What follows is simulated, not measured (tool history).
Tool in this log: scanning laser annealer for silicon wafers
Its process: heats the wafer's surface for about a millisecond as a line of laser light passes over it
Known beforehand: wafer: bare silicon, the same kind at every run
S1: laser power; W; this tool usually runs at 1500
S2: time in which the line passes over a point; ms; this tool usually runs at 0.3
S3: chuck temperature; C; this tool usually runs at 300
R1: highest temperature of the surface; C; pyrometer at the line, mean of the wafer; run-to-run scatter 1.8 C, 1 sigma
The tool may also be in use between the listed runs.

run	hour	S1	S2	S3	R1
1	0	1500	0.3	300	1150
2	7.8	1500	0.3	300	1147
3	23.9	1500	0.3	300	1150
4	33.1	1500	0.3	300	1147
5	40.3	1500	0.3	300	1151
6	49.4	1500	0.3	327	1177
7	61.5	1500	0.3	327	1175
8	75.2	1500	0.3	327	1175
9	83.8	1500	0.24	300	1050
10	94.5	1500	0.224	300	1020
11	109.5	1500	0.3	298	1148
12	123.2	1500	0.3	298	1146
13	133	1500	0.3	298	1149
14	148.4	1500	0.3	298	1147
15	163.7	1500	0.37	300	1252
16	171.9	1394	0.243	300	989
17	184.5	1561	0.3	282	1176
18	194.9	1557	0.242	282	1069
19	207	1500	0.214	317	1020
20	216.6	1478	0.271	287	1072

What will run 21 give?
21	231.8	1478	0.271	289	?

Logged for run 21: R1 1075 C.
Minus the tool's unlogged condition, the same run would have read R1 1075 C.
